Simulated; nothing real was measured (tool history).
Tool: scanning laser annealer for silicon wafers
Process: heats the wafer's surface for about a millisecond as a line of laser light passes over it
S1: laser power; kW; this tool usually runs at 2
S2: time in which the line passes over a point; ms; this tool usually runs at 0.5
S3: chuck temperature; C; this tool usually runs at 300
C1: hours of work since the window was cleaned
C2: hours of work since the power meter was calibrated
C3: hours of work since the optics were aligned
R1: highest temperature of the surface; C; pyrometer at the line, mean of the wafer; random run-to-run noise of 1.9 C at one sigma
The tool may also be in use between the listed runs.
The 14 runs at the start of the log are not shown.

run,hour,S1,S2,S3,C1,C2,C3,R1
15,242.6,2,0.5,300,378,159,22,1121
16,268.7,2,0.5,300,390,172,35,1120
17,281.3,2,0.5,300,396,178,41,1126
18,307.7,2,0.5,300,409,191,53,1121
19,329.6,2,0.5,300,420,202,64,1117
# hour 341.2: optics aligned, line set to its width, once more
20,346.8,2,0.5,300,426,208,3,1133
21,359.9,2,0.5,300,432,214,9,1131
22,380.8,2,0.448,305,442,224,19,1089
23,394.3,2,0.448,305,449,231,26,1088
24,414.4,1.985,0.577,316,459,240,36,1208
25,429.1,1.985,0.439,337,466,248,43,1106
26,444.7,1.978,0.5,313,473,255,50,1132
27,464.8,2,0.613,267,483,265,60,1200
28,482.2,2,0.5,287,491,273,68,1117

Run 29 is up next; what results do you expect?
29,493.6,1.784,0.486,329,497,279,74,?

{"run 29": {"R1": 1030}}
If the tool had no hidden condition, the same run with the same run-to-run variation would have returned R1 1047 C.
